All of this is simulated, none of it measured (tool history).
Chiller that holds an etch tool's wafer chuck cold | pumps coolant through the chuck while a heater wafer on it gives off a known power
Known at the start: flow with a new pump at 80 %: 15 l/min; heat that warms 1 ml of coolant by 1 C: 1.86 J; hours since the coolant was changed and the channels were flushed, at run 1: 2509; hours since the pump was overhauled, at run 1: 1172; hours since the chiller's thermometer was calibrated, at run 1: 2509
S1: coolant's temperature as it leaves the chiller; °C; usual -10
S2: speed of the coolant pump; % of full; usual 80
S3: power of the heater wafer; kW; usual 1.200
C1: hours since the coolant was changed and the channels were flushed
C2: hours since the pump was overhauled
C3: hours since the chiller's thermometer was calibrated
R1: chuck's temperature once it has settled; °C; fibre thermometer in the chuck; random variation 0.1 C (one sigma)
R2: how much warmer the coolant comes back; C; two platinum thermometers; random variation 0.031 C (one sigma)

Run 1, hour 0.0: usual settings; C1 2509; C2 1172; C3 2509. Result: R1 -2.5 °C, R2 2.62 C.
Run 2, hour 128.7: usual settings; C1 2637; C2 1301; C3 2637. Result: R1 -2.4 °C, R2 2.56 C.
Run 3, hour 248.8: usual settings but S3 1.472 kW; C1 2758; C2 1421; C3 2758. Result: R1 -0.7 °C, R2 3.15 C.
Run 4, hour 373.6: usual settings but S3 1.472 kW; C1 2882; C2 1545; C3 2882. Result: R1 -0.5 °C, R2 3.14 C.
Run 5, hour 518.2: usual settings but S3 1.472 kW; C1 3027; C2 1690; C3 3027. Result: R1 -0.6 °C, R2 3.19 C.
Run 6, hour 671.7: usual settings but S3 1.472 kW; C1 3181; C2 1844; C3 3181. Result: R1 -0.6 °C, R2 3.22 C.
Run 7, hour 819.2: usual settings but S3 1.472 kW; C1 3328; C2 1991; C3 3328. Result: R1 -0.6 °C, R2 3.21 C.
Run 8, hour 913.6: usual settings; C1 3422; C2 2085; C3 3422. Result: R1 -2.3 °C, R2 2.60 C.
Run 9, hour 1017.9: usual settings; C1 3527; C2 2190; C3 3527. Result: R1 -2.3 °C, R2 2.56 C.
Run 10, hour 1149.1: usual settings; C1 3658; C2 2321; C3 3658. Result: R1 -2.4 °C, R2 2.58 C.
Run 11, hour 1282.0: usual settings; C1 3791; C2 2454; C3 3791. Result: R1 -2.3 °C, R2 2.52 C.
Run 12, hour 1427.8: usual settings but S3 1.021 kW; C1 3937; C2 2600; C3 3937. Result: R1 -3.5 °C, R2 2.18 C.
Run 13, hour 1495.7: usual settings but S1 -2 °C, S2 78 % of full, S3 1.021 kW; C1 4004; C2 2668; C3 4004. Result: R1 4.8 °C, R2 2.30 C.
Run 14, hour 1574.3: usual settings but S1 -13 °C, S2 89 % of full, S3 1.684 kW; C1 4083; C2 2746; C3 4083. Result: R1 -3.1 °C, R2 3.28 C.
Run 15, hour 1686.9: usual settings but S1 -17 °C, S2 89 % of full, S3 0.784 kW; C1 4196; C2 2859; C3 4196. Result: R1 -12.3 °C, R2 1.51 C.
Run 16, hour 1788.0: usual settings but S1 -17 °C, S2 89 % of full, S3 0.784 kW; C1 4297; C2 2960; C3 4297. Result: R1 -12.3 °C, R2 1.48 C.
Run 17, hour 1887.0: usual settings but S1 -19 °C; C1 4396; C2 3059; C3 4396. Result: R1 -11.3 °C, R2 2.61 C.
Run 18, hour 2018.5: usual settings but S1 -19 °C; C1 4527; C2 3190; C3 4527. Result: R1 -11.3 °C, R2 2.60 C.
Run 19, hour 2127.2: usual settings but S1 -19 °C; C1 4636; C2 3299; C3 4636. Result: R1 -11.6 °C, R2 2.60 C.
At hour 2193.1: chiller's thermometer calibrated.
Run 20, hour 2230.2: usual settings but S1 -19 °C; C1 4738; C2 3401; C3 37. Result: R1 -11.2 °C, R2 2.59 C.
At hour 2310.9: coolant changed, channels flushed.
Run 21, hour 2397.8: usual settings but S1 -13 °C; C1 87; C2 3563; C3 199. Result: R1 -5.4 °C, R2 2.57 C.
Run 22, hour 2483.7: usual settings but S1 -13 °C, S2 66 % of full, S3 0.627 kW; C1 173; C2 3648; C3 285. Result: R1 -8.5 °C, R2 1.69 C.
Run 23, hour 2647.3: usual settings but S1 -13 °C, S2 66 % of full, S3 0.627 kW; C1 336; C2 3812; C3 448. Result: R1 -8.2 °C, R2 1.67 C.

5 ways to go on from here, each from the tool as it stands after run 23. What would each give?
Run A, hour 2778.1: usual settings but S1 -13 °C, S2 61 % of full, S3 0.627 kW; C1 467; C2 3943; C3 579. Result: R1 ?, R2 ?.
Run B, hour 2778.1: usual settings but S1 -13 °C, S3 1.209 kW; C1 467; C2 3943; C3 579. Result: R1 ?, R2 ?.
Run C, hour 2778.1: usual settings but S1 -16 °C, S2 88 % of full, S3 1.291 kW; C1 467; C2 3943; C3 579. Result: R1 ?, R2 ?.
Run D, hour 2778.1: usual settings but S2 61 % of full, S3 0.994 kW; C1 467; C2 3943; C3 579. Result: R1 ?, R2 ?.
Run E, hour 2778.1: usual settings but S1 -5 °C, S3 0.618 kW; C1 467; C2 3943; C3 579. Result: R1 ?, R2 ?.

run    R1    R2
  A  -8.0  1.85
  B  -5.3  2.66
  C  -8.3  2.55
  D  -2.1  2.91
  E  -1.1  1.32
Without the tool's hidden state the same runs would have given:
run    R1    R2
  A  -8.0  1.85
  B  -5.3  2.65
  C  -8.4  2.54
  D  -2.1  2.90
  E  -1.1  1.32

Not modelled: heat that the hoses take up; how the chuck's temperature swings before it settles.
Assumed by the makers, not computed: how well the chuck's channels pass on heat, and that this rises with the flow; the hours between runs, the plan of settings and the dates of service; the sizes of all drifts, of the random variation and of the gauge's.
